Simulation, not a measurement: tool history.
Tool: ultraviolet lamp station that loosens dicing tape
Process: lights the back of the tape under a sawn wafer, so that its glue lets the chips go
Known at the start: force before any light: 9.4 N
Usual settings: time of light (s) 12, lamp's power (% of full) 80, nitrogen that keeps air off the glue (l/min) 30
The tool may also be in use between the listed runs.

run    hour  time of light (s)  lamp's power (% of full)  nitrogen that keeps air off the glue (l/min)  force that peels the tape off (N)  light that reached the tape (mJ/cm²)
  1     0.0                 12                        80                                            30                              0.726                                   225
  2    32.8                 12                        80                                            30                              0.737                                   225
  3    51.6                 12                        80                                            30                              0.734                                   227
  4    68.4                 12                        80                                            30                              0.727                                   229
  5   100.4                 12                        80                                            30                              0.740                                   230
  6   136.0                 12                        80                                            30                              0.720                                   230
  7   167.2                 21                        80                                            30                              0.155                                   396
  8   197.7                 21                        80                                            30                              0.152                                   397
  9   213.3                 21                        80                                            30                              0.147                                   396
 10   236.6                 12                        80                                            30                              0.725                                   229
 11   262.7                 12                        80                                            30                              0.731                                   227
 12   298.3                 12                        80                                            30                              0.735                                   226
 13   326.6                 12                        80                                            30                              0.734                                   228
 14   343.4                 12                        80                                            30                              0.741                                   225
 15   373.5                 12                        80                                            30                              0.691                                   224
 16   405.8                 12                        80                                            30                              0.715                                   225
 17   430.1                 12                        80                                            30                              0.733                                   226
 18   454.3                 12                        80                                            30                              0.738                                   226
 19   473.8                 12                        80                                            30                              0.732                                   228
 20   501.7                 12                        80                                            30                              0.737                                   230
 21   537.3                 12                        80                                            30                              0.717                                   229
 22   568.9                 12                        80                                            31                              0.699                                   229
 23   603.9                 12                        90                                            34                              0.471                                   254
 24   630.3                 23                        89                                            40                              0.073                                   486
 25   647.7                 23                        74                                            58                              0.078                                   404
 26   666.0                  8                        68                                            19                              2.649                                   127
 27   698.0                  8                        68                                            19                              2.775                                   127
 28   720.5                 12                        65                                            19                              1.642                                   182
 29   755.5                  7                        66                                            23                              3.036                                   109
 30   782.4                  7                        88                                            23                              2.015                                   143
 31   817.3                  7                        97                                            46                              1.161                                   159
 32   840.9                 16                        98                                            27                              0.203                                   372
 33   869.1                 16                        98                                            27                              0.198                                   366
 34   895.1                 18                        69                                            13                              0.876                                   293
 35   912.5                 21                        75                                            60                              0.094                                   371
 36   928.3                 21                        75                                            60                              0.093                                   371
 37   955.7                 21                        62                                            11                              0.927                                   304
 38   978.9                 21                        62                                            11                              0.935                                   310
 39  1005.3                 21                        62                                             9                              1.059                                   311
 40  1037.0                 12                        83                                            35                              0.588                                   235
 41  1054.6                 24                        63                                            45                              0.131                                   359
 42  1080.0                 16                        63                                            45                              0.449                                   238
 43  1097.8                 12                        70                                            30                              1.023                                   203

Not shown: 2 entries that the log had between the listed runs. Between which runs, and how does the tool's hidden state differ before and after?
Between runs 1 and 2: window cleaned of glue's vapour (hour 3.8)
  no hidden state differs between the two runs
Between runs 28 and 29: window cleaned of glue's vapour (hour 748.6)
  no hidden state differs between the two runs

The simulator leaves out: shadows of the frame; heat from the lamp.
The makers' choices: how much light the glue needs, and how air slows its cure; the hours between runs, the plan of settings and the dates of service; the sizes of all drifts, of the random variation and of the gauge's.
